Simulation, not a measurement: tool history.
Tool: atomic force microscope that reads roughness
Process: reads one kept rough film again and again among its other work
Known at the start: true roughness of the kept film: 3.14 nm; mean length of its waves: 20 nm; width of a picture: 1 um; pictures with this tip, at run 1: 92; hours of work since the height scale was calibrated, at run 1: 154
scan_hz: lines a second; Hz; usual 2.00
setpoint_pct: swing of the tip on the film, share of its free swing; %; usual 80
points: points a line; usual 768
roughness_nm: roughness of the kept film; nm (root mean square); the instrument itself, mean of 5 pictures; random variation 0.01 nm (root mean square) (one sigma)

run   hour  scan_hz  setpoint_pct  points  pictures with this tip  hours of work since the height scale was calibrated  roughness_nm
  1    0.0     2.00            80     768                      92                                                  154         1.888
  2    4.5     2.00            80     768                      98                                                  156         1.874
  3   13.7     2.00            80     768                     108                                                  162         1.837
  4   18.3     2.00            67     768                     114                                                  165         1.988
  5   26.7     2.00            58     768                     124                                                  170         2.011
  6   34.5     2.00            80     768                     133                                                  175         1.758
  7   40.0     2.00            80     768                     139                                                  179         1.759
  8   48.8     2.00            80     768                     149                                                  184         1.732
  9   55.6     2.00            80     667                     157                                                  189         1.719
 10   62.7     2.00            80     667                     165                                                  193         1.696
 11   67.3     2.00            80     437                     171                                                  196         1.663
 12   72.0     2.00            74     437                     176                                                  199         1.705
 13   76.6     2.00            74     437                     182                                                  202         1.682
 14   83.7     2.00            74     437                     190                                                  206         1.667
 15   90.5     2.00            74     437                     198                                                  211         1.647
      96.9  -- new tip fitted
 16   98.7     2.00            74     437                       2                                                  215         2.370
 17  106.1     1.42            76     768                      11                                                  220         2.389
 18  111.7     2.00            86     349                      17                                                  224         2.084
 19  119.6     2.00            86     349                      26                                                  229         2.052
 20  127.2     2.00            86     349                      35                                                  233         2.002
 21  137.3     1.87            57     257                      47                                                  240         2.259
 22  141.4     1.87            57     257                      52                                                  242         2.225
 23  150.4     1.87            56     514                      62                                                  248         2.280
 24  154.9     2.21            82     280                      67                                                  251         1.883
 25  163.4     2.21            82     280                      77                                                  256         1.860
 26  170.3     2.21            82     280                      86                                                  260         1.828
 27  177.5     3.72            74     345                      94                                                  265         1.770
 28  182.9     1.46            69     671                     100                                                  268         2.073
 29  188.3     1.46            69     671                     106                                                  272         2.027
 30  196.5     1.46            69     463                     116                                                  277         2.013
 31  201.9     0.82            63     273                     122                                                  280         2.017

Hidden state or all else? Some run-to-run changes of roughness_nm, split into what the settings, what came in and random variation would give without the hidden state, and what is left for the hidden state (with any gauge scatter that isn't in both results):
The hidden state here: radius of the tip, nm; height scale over the true one, %; drift of the gauge itself on roughness_nm, %.
Run 15 -> 16: new tip fitted. roughness_nm +0.723 nm (root mean square): hidden state +0.710, all else +0.013.
Run 17 -> 18: scan_hz 1.42 -> 2.00, setpoint_pct 76 -> 86, points 768 -> 349. roughness_nm -0.305 nm (root mean square): hidden state -0.014, all else -0.291.
Run 20 -> 21: scan_hz 2.00 -> 1.87, setpoint_pct 86 -> 57, points 349 -> 257. roughness_nm +0.257 nm (root mean square): hidden state -0.082, all else +0.339.
Run 23 -> 24: scan_hz 1.87 -> 2.21, setpoint_pct 56 -> 82, points 514 -> 280. roughness_nm -0.397 nm (root mean square): hidden state +0.033, all else -0.430.
Run 27 -> 28: scan_hz 3.72 -> 1.46, setpoint_pct 74 -> 69, points 345 -> 671. roughness_nm +0.303 nm (root mean square): hidden state -0.090, all else +0.393.
